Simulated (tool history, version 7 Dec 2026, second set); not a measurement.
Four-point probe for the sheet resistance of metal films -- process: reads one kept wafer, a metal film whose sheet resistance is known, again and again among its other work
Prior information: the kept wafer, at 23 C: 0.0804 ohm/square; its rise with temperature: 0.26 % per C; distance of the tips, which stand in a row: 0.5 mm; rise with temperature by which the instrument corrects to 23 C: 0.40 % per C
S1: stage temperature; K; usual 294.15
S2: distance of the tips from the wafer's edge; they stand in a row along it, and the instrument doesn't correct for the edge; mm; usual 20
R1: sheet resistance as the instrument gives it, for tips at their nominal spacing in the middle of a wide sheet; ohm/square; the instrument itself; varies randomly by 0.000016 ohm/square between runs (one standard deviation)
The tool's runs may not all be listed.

run,hour,S1,S2,R1
1,0,294.15,20,0.080641
2,16.8,294.15,20,0.080661
3,32.6,308.15,20,0.079213
4,47.1,308.15,20,0.079209
5,57.6,308.15,20,0.079227
6,74.6,294.15,20,0.080672
7,87.2,294.15,20,0.080658
8,101.6,293.15,20,0.080762
9,121.1,294.15,9,0.080738
10,134.2,291.15,10,0.081034
11,157.2,298.15,4,0.080847
12,175.9,298.15,17,0.080292
13,194.8,298.15,17,0.080252
14,204.3,303.15,37,0.079704
15,217.7,303.15,37,0.079696
16,238.4,308.15,3,0.080347
# hour 248.9: new probe head fitted
17,255.7,306.15,3,0.08055

Below are 4 alternative next runs, each starting from the tool's condition after run 17. Predict each:
A,277.8,303.15,17,?
B,277.8,294.15,30,?
C,277.8,297.15,20,?
D,277.8,291.15,14,?

run,R1
A,0.079707
B,0.080627
C,0.080354
D,0.081015
Had the tool no hidden state, the same runs would have come out as:
run,R1
A,0.079706
B,0.080626
C,0.080352
D,0.081013
